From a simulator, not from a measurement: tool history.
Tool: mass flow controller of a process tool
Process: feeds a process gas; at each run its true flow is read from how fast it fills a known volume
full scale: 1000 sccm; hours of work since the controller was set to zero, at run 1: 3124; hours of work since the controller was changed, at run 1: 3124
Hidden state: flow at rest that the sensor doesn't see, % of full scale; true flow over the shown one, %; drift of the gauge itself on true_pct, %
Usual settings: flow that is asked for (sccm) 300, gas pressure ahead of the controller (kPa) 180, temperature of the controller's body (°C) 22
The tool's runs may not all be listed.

run,hour,flow that is asked for (sccm),gas pressure ahead of the controller (kPa),temperature of the controller's body (°C),hours of work since the controller was set to zero,hours of work since the controller was changed,true flow (%)
1,0,300,180,22,3124,3124,98.38
2,351,300,270,22,3285,3285,97.98
3,580.7,300,270,22,3390,3390,98.02
4,784.5,300,270,22,3484,3484,98.02
5,1165.8,300,270,22,3658,3658,97.99
6,1536.3,300,270,26,3828,3828,98.5
7,1750,300,270,26,3926,3926,98.6
8,2116.9,805,180,22,4094,4094,98.96
9,2408.9,805,180,22,4228,4228,98.99
10,2657.5,805,180,22,4341,4341,98.95
11,2825.6,805,180,29,4418,4418,99.76
12,2992.9,459,203,39,4495,4495,100.29
13,3186.4,635,169,24,4584,4584,99.09
14,3550.3,300,180,34,4750,4750,100.09
15,3781.8,109,147,34,4856,4856,103.15
16,3993.3,388,207,22,4953,4953,98.52
17,4200.2,124,154,22,5048,5048,101.26

Forecast run 18:
18,4436.2,152,180,22,5156,5156,?

true flow (%): 100.3
Without the tool's hidden state the same run would have given true flow (%) 97.18.
